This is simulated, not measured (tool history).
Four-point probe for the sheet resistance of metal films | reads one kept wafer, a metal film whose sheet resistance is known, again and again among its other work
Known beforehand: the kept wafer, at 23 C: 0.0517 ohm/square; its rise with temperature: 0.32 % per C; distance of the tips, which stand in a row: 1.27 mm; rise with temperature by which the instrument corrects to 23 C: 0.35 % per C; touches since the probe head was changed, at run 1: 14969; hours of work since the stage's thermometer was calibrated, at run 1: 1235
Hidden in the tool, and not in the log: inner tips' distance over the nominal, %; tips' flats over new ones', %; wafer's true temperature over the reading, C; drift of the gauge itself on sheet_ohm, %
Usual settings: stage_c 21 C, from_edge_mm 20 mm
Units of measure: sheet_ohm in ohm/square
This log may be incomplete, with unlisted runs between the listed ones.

run     day  stage_c  from_edge_mm  touches since the probe head was changed  hours of work since the stage's thermometer was calibrated  sheet_ohm
  1       0       21            20                                     14969                                                        1235   0.051764
  2    2.15       21            20                                     17626                                                        1270   0.051762
  3   4.375       21            20                                     20380                                                        1306   0.051759
  4   6.425       21            69                                     22914                                                        1339   0.051652
  5   8.192       21            69                                     25098                                                        1368   0.051641
  6  10.646       21            69                                     28133                                                        1408   0.051629
  7    12.5       21            69                                     30427                                                        1438   0.051635
  8  14.558       21             7                                     32969                                                        1471   0.052521
  9  16.483       21             7                                     35353                                                        1502   0.052492
 10  19.275       21             7                                     38802                                                        1547   0.052493
 11  20.533       21            20                                     40361                                                        1568   0.051713
 12  22.196       21            20                                     42416                                                        1595   0.051709
 13    23.4       21            20                                     43902                                                        1614   0.051694
 14  24.962       23            20                                     45834                                                        1640   0.051664
 15  27.704       23            20                                     49228                                                        1684   0.051666
 16  29.133       21            20                                     50995                                                        1707   0.051677
 17  31.038       21            20                                     53346                                                        1738   0.051684
 18  32.483       21            20                                     55135                                                        1762   0.051686
 19  35.375       21            20                                     58713                                                        1809   0.051663
 20  38.188       21             3                                     62188                                                        1854   0.056043
     39.717  -- stage's thermometer calibrated
 21  40.908       21             3                                     65526                                                          19   0.055901
 22  42.654       21             3                                     67686                                                          48    0.05591
 23  44.242       30            20                                     69652                                                          73   0.051421
 24  46.654       31            63                                     72633                                                         113   0.051303
 25  48.804       31            63                                     75292                                                         147   0.051288
 26  50.029       20            13                                     76806                                                         167   0.051677
 27    52.6       27            22                                     79987                                                         209   0.051402
 28  54.171       27            22                                     81927                                                         234   0.051385
 29  57.038       21            52                                     85475                                                         281   0.051391
 30  59.504       19             5                                     88524                                                         321   0.053097
 31  61.417       28            20                                     90889                                                         352   0.051382
 32  64.221       28             7                                     94353                                                         397   0.052162
 33  65.917       19            63                                     96450                                                         425   0.051347
 34  67.208       31             4                                     98049                                                         446   0.053845
 35  69.146       31             4                                    100444                                                         477   0.053847
 36  70.792       20            27                                    102482                                                         504   0.051411
 37  72.558       20            27                                    104666                                                         533   0.051378
 38  75.071       20            27                                    107772                                                         573    0.05138
 39   76.65       21            27                                    109726                                                         599   0.051357
 40  78.296       21             9                                    111760                                                         626   0.051844
 41  81.133       21            56                                    115266                                                         672   0.051312
 42  83.671       21            56                                    118404                                                         713   0.051282
 43  84.875       20            21                                    119897                                                         732   0.051401
 44    87.2       31            41                                    122771                                                         770   0.051162
 45    89.8       21            65                                    125983                                                         812   0.051275

Here are 4 independent what-if runs from the current tool condition. What would each one return?
  A  91.471       21            20                                    128053                                                         839          ?
  B  91.471       19            48                                    128053                                                         839          ?
  C  91.471       21            10                                    128053                                                         839          ?
  D  91.471       22            20                                    128053                                                         839          ?

run  sheet_ohm
  A   0.051384
  B   0.051305
  C   0.051697
  D   0.051353
Stripped of hidden state, with their random variation kept, the same runs would have yielded:
run  sheet_ohm
  A   0.051852
  B   0.051772
  C   0.052167
  D   0.051822

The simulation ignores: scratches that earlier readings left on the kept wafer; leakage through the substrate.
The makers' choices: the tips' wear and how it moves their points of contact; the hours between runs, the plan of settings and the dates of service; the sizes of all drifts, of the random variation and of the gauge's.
